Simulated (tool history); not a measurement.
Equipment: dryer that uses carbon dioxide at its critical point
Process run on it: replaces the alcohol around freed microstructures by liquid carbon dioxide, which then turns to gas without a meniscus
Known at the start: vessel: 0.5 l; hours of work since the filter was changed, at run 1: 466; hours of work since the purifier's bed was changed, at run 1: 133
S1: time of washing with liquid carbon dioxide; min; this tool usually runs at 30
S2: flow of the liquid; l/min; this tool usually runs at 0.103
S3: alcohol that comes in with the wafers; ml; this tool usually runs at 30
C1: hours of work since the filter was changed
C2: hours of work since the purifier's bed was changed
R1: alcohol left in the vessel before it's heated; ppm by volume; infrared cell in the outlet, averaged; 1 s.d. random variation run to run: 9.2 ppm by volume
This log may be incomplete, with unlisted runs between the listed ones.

| run | hour | S1 | S2 | S3 | C1 | C2 | R1 |
|---|---|---|---|---|---|---|---|
| 1 | 0.0 | 30 | 0.103 | 30 | 466 | 133 | 722 |
| 2 | 9.8 | 30 | 0.103 | 30 | 470 | 136 | 728 |
| 3 | 15.0 | 19 | 0.103 | 30 | 471 | 138 | 3638 |
| 4 | 20.3 | 30 | 0.103 | 30 | 473 | 140 | 725 |
| 5 | 28.7 | 30 | 0.103 | 21 | 476 | 143 | 530 |
| 6 | 36.3 | 30 | 0.152 | 30 | 479 | 145 | 141 |
| 7 | 41.2 | 30 | 0.152 | 30 | 480 | 147 | 143 |
| 8 | 50.1 | 30 | 0.152 | 30 | 483 | 150 | 136 |
| 9 | 57.6 | 30 | 0.103 | 24 | 486 | 153 | 594 |
| 10 | 67.4 | 30 | 0.103 | 30 | 489 | 156 | 746 |
| 11 | 78.6 | 30 | 0.103 | 30 | 493 | 160 | 754 |
| 12 | 85.1 | 30 | 0.103 | 68 | 495 | 162 | 1600 |
| 13 | 95.1 | 30 | 0.103 | 68 | 499 | 165 | 1654 |
| 14 | 103.9 | 30 | 0.103 | 29 | 502 | 168 | 715 |
| 15 | 115.2 | 30 | 0.103 | 30 | 505 | 172 | 762 |
| 16 | 120.8 | 30 | 0.138 | 30 | 507 | 174 | 210 |
| 17 | 131.8 | 30 | 0.138 | 30 | 511 | 178 | 221 |
| 18 | 142.3 | 32 | 0.103 | 92 | 515 | 181 | 1720 |
| 19 | 153.8 | 48 | 0.103 | 52 | 519 | 185 | 138 |
| 20 | 161.4 | 24 | 0.103 | 52 | 521 | 188 | 3079 |
| 21 | 166.9 | 30 | 0.074 | 27 | 523 | 190 | 2207 |
| 22 | 173.7 | 30 | 0.074 | 71 | 525 | 192 | 5609 |
| 23 | 184.2 | 30 | 0.074 | 71 | 529 | 196 | 5633 |
| 24 | 194.9 | 30 | 0.074 | 71 | 533 | 199 | 5640 |
| 25 | 200.0 | 29 | 0.147 | 30 | 534 | 201 | 220 |
| 26 | 207.2 | 30 | 0.149 | 22 | 537 | 204 | 142 |
| 27 | 213.0 | 42 | 0.098 | 63 | 539 | 206 | 412 |
| 28 | 222.1 | 30 | 0.113 | 46 | 542 | 209 | 793 |
|  | 223.7 | inlet filter changed |
| 29 | 229.0 | 30 | 0.147 | 70 | 2 | 211 | 244 |
| 30 | 237.4 | 42 | 0.131 | 78 | 5 | 214 | 104 |
| 31 | 245.7 | 25 | 0.131 | 29 | 8 | 216 | 478 |
| 32 | 250.8 | 46 | 0.104 | 39 | 9 | 218 | 116 |

4 options for the next run, each taken on its own from the tool as it stands now. Forecast them:
| A | 257.3 | 27 | 0.103 | 30 | 11 | 220 | ? |
| B | 257.3 | 24 | 0.116 | 74 | 11 | 220 | ? |
| C | 257.3 | 18 | 0.104 | 39 | 11 | 220 | ? |
| D | 257.3 | 28 | 0.103 | 30 | 11 | 220 | ? |

| run | R1 |
|---|---|
| A | 907 |
| B | 2168 |
| C | 4428 |
| D | 785 |
With the hidden condition removed and each run's random variation left untouched, the same runs would have given:
| run | R1 |
|---|---|
| A | 824 |
| B | 2050 |
| C | 4287 |
| D | 703 |

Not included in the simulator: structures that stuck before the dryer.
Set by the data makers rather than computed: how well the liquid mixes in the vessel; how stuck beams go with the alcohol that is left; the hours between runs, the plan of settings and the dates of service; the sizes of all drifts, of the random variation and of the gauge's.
